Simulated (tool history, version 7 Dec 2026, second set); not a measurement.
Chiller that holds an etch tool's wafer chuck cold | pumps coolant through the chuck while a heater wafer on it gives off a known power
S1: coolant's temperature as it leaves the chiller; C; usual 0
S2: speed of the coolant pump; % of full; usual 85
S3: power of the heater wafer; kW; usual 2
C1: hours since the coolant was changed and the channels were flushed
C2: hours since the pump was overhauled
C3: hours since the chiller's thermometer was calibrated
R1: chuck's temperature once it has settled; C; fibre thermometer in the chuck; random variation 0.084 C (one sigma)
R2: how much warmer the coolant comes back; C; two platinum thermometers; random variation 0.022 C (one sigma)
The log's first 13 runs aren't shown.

{"run": 14, "hour": 1207.0, "S1": -3, "S2": 85, "S3": 2, "C1": 5727, "C2": 4318, "C3": 1207, "R1": 9.31, "R2": 5.15}
{"run": 15, "hour": 1311.3, "S1": -3, "S2": 85, "S3": 2, "C1": 5831, "C2": 4422, "C3": 1311, "R1": 9.28, "R2": 5.14}
{"hour": 1456.9, "done": "coolant changed, channels flushed"}
{"run": 16, "hour": 1461.2, "S1": -3, "S2": 85, "S3": 2, "C1": 4, "C2": 4566, "C3": 1455, "R1": 9.22, "R2": 5.19}
{"run": 17, "hour": 1548.6, "S1": -3, "S2": 85, "S3": 2, "C1": 92, "C2": 4653, "C3": 1543, "R1": 9.24, "R2": 5.13}
{"run": 18, "hour": 1649.5, "S1": 2, "S2": 77, "S3": 1.239, "C1": 193, "C2": 4754, "C3": 1643, "R1": 10.37, "R2": 3.58}
{"run": 19, "hour": 1785.4, "S1": 10, "S2": 63, "S3": 1.561, "C1": 329, "C2": 4890, "C3": 1779, "R1": 22.59, "R2": 5.59}
{"run": 20, "hour": 1906.6, "S1": 10, "S2": 65, "S3": 2.215, "C1": 450, "C2": 5011, "C3": 1901, "R1": 27.53, "R2": 7.64}
{"run": 21, "hour": 1998.6, "S1": 4, "S2": 63, "S3": 1.698, "C1": 542, "C2": 5103, "C3": 1993, "R1": 17.58, "R2": 6.06}
{"run": 22, "hour": 2070.4, "S1": 4, "S2": 63, "S3": 1.698, "C1": 613, "C2": 5175, "C3": 2064, "R1": 17.68, "R2": 6.08}
{"run": 23, "hour": 2206.8, "S1": -1, "S2": 75, "S3": 1.455, "C1": 750, "C2": 5312, "C3": 2201, "R1": 8.97, "R2": 4.33}
{"run": 24, "hour": 2333.4, "S1": -1, "S2": 75, "S3": 1.455, "C1": 877, "C2": 5438, "C3": 2327, "R1": 8.85, "R2": 4.29}
{"run": 25, "hour": 2424.3, "S1": 4, "S2": 85, "S3": 2, "C1": 967, "C2": 5529, "C3": 2418, "R1": 16.34, "R2": 5.17}
{"run": 26, "hour": 2560.9, "S1": 4, "S2": 85, "S3": 2, "C1": 1104, "C2": 5666, "C3": 2555, "R1": 16.35, "R2": 5.16}
{"run": 27, "hour": 2681.4, "S1": 4, "S2": 71, "S3": 2.067, "C1": 1225, "C2": 5786, "C3": 2675, "R1": 19.08, "R2": 6.51}
{"run": 28, "hour": 2779.0, "S1": -1, "S2": 64, "S3": 1.385, "C1": 1322, "C2": 5884, "C3": 2773, "R1": 10.17, "R2": 4.94}
{"run": 29, "hour": 2849.2, "S1": 3, "S2": 69, "S3": 2.126, "C1": 1392, "C2": 5954, "C3": 2843, "R1": 18.69, "R2": 6.91}
{"run": 30, "hour": 2955.8, "S1": 3, "S2": 69, "S3": 2.126, "C1": 1499, "C2": 6061, "C3": 2950, "R1": 18.67, "R2": 6.9}
{"run": 31, "hour": 3065.7, "S1": 1, "S2": 79, "S3": 2.603, "C1": 1609, "C2": 6170, "C3": 3060, "R1": 18, "R2": 7.35}
{"run": 32, "hour": 3213.5, "S1": 1, "S2": 79, "S3": 2.603, "C1": 1757, "C2": 6318, "C3": 3208, "R1": 17.84, "R2": 7.31}
{"run": 33, "hour": 3299.9, "S1": 1, "S2": 79, "S3": 1.145, "C1": 1843, "C2": 6405, "C3": 3294, "R1": 8.35, "R2": 3.26}

Forecast each of these 3 alternatives for the next run:
{"run": "A", "hour": 3372.9, "S1": 5, "S2": 79, "S3": 2.957, "C1": 1916, "C2": 6478, "C3": 3367, "R1": "?", "R2": "?"}
{"run": "B", "hour": 3372.9, "S1": -7, "S2": 99, "S3": 1.918, "C1": 1916, "C2": 6478, "C3": 3367, "R1": "?", "R2": "?"}
{"run": "C", "hour": 3372.9, "S1": 0, "S2": 93, "S3": 2.064, "C1": 1916, "C2": 6478, "C3": 3367, "R1": "?", "R2": "?"}

run=A R1=24.37 R2=8.25
run=B R1=3.16 R2=4.27
run=C R1=11.45 R2=4.91
Without the tool's hidden state the same runs would have given:
run=A R1=24.33 R2=8.12
run=B R1=3.15 R2=4.15
run=C R1=11.44 R2=4.79
